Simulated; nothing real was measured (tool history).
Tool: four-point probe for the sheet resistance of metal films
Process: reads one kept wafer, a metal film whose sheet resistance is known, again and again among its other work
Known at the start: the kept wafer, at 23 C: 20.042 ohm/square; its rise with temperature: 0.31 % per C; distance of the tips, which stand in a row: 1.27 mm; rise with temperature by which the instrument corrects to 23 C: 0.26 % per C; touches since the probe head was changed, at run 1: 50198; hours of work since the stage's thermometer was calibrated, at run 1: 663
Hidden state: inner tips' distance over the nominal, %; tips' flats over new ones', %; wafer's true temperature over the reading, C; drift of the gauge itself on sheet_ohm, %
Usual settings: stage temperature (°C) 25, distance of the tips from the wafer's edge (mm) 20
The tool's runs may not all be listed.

| run | hour | stage temperature (°C) | distance of the tips from the wafer's edge (mm) | touches since the probe head was changed | hours of work since the stage's thermometer was calibrated | sheet resistance as the instrument gives it (ohm/square) |
|---|---|---|---|---|---|---|
| 1 | 0.0 | 25 | 20 | 50198 | 663 | 20.201898 |
| 2 | 65.8 | 22 | 20 | 51733 | 694 | 20.168214 |
| 3 | 139.0 | 20 | 20 | 53441 | 728 | 20.152075 |
| 4 | 255.9 | 25 | 20 | 56166 | 783 | 20.209287 |
| 5 | 357.0 | 25 | 20 | 58525 | 831 | 20.206438 |
| 6 | 438.2 | 25 | 20 | 60420 | 869 | 20.212946 |
| 7 | 542.9 | 25 | 20 | 62861 | 918 | 20.216281 |
| 8 | 650.4 | 25 | 20 | 65369 | 969 | 20.218765 |
| 9 | 734.5 | 25 | 20 | 67332 | 1009 | 20.227480 |
| 10 | 851.5 | 25 | 20 | 70061 | 1064 | 20.210136 |
| 11 | 907.7 | 25 | 20 | 71372 | 1090 | 20.224423 |
| 12 | 987.2 | 25 | 20 | 73226 | 1128 | 20.225793 |
| 13 | 1047.2 | 19 | 4 | 74625 | 1156 | 21.153390 |
| 14 | 1182.6 | 32 | 21 | 77784 | 1219 | 20.307452 |
| 15 | 1264.0 | 21 | 12 | 79683 | 1258 | 20.265094 |
| 16 | 1330.6 | 21 | 12 | 81237 | 1289 | 20.267944 |
| 17 | 1465.8 | 21 | 12 | 84390 | 1353 | 20.271244 |
| 18 | 1540.0 | 21 | 12 | 86120 | 1388 | 20.276292 |
| 19 | 1666.4 | 28 | 11 | 89069 | 1447 | 20.374272 |
| 20 | 1762.1 | 19 | 9 | 91302 | 1492 | 20.354692 |
| 21 | 1854.1 | 26 | 29 | 93447 | 1536 | 20.227939 |
| 22 | 1976.7 | 20 | 36 | 96307 | 1593 | 20.168300 |
| 23 | 2113.9 | 21 | 3 | 99508 | 1658 | 21.928777 |
| 24 | 2216.7 | 19 | 3 | 101907 | 1706 | 21.903597 |

3 ways to go on from here, each from the tool as it stands after run 24. What would each give?
| A | 2294.3 | 33 | 57 | 103717 | 1743 | ? |
| B | 2294.3 | 19 | 8 | 103717 | 1743 | ? |
| C | 2294.3 | 26 | 20 | 103717 | 1743 | ? |

| run | sheet resistance as the instrument gives it (ohm/square) |
|---|---|
| A | 20.300079 |
| B | 20.423033 |
| C | 20.266387 |
Without the tool's hidden state the same runs would have given:
| run | sheet resistance as the instrument gives it (ohm/square) |
|---|---|
| A | 20.148083 |
| B | 20.271516 |
| C | 20.115259 |

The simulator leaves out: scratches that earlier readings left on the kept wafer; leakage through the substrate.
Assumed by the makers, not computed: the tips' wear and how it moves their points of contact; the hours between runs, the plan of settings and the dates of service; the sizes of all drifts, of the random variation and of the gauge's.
